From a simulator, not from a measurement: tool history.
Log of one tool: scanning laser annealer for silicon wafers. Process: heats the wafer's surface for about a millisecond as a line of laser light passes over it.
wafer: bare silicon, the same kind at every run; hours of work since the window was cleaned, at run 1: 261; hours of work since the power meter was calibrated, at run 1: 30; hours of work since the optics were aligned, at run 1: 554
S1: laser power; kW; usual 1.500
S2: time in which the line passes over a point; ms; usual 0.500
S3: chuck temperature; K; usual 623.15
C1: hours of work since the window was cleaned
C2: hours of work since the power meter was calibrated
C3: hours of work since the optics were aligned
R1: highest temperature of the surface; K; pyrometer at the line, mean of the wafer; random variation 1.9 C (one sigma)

run,hour,S1,S2,S3,C1,C2,C3,R1
1,0.0,1.500,0.500,623.15,261,30,554,1403.15
2,4.2,1.500,0.500,623.15,263,33,556,1402.15
3,12.7,1.500,0.500,623.15,268,37,561,1403.15
4,20.7,1.579,0.500,623.15,272,41,565,1451.15
5,27.8,1.579,0.500,623.15,276,45,569,1452.15
6,33.2,1.579,0.500,623.15,279,48,572,1451.15
7,39.1,1.579,0.500,623.15,282,51,575,1453.15
8,44.6,1.579,0.500,623.15,285,54,578,1450.15
9,48.8,1.579,0.500,623.15,287,57,580,1451.15
10,53.7,1.579,0.500,623.15,290,59,583,1446.15
11,61.1,1.500,0.500,623.15,294,63,587,1398.15
12,66.6,1.500,0.500,646.15,297,66,590,1421.15
13,72.1,1.483,0.441,646.15,300,69,593,1358.15
14,80.8,1.625,0.441,646.15,305,74,598,1437.15
# hour 86.0: window over the wafer cleaned
15,89.6,1.537,0.553,661.15,2,78,601,1563.15
16,95.8,1.411,0.441,607.15,5,81,605,1319.15
17,102.0,1.411,0.441,588.15,9,84,608,1299.15
18,109.4,1.472,0.562,659.15,13,88,612,1519.15
19,117.9,1.472,0.562,659.15,17,93,616,1516.15
20,125.8,1.472,0.562,659.15,22,97,621,1520.15
21,131.4,1.500,0.353,623.15,25,100,624,1293.15
22,138.1,1.500,0.353,623.15,28,104,627,1293.15
23,147.1,1.378,0.581,649.15,33,109,632,1456.15
24,154.4,1.378,0.383,648.15,37,113,636,1281.15

How the hidden state differs across the entries between the runs, from the last listed run before each to the first after it:
Between runs 14 and 15: window over the wafer cleaned (hour 86.0)
  light that passes the window, % of a clean one's: 94.87 -> 99.86
  measured less the result without the state, R1: -58.00 -> -10.00 K

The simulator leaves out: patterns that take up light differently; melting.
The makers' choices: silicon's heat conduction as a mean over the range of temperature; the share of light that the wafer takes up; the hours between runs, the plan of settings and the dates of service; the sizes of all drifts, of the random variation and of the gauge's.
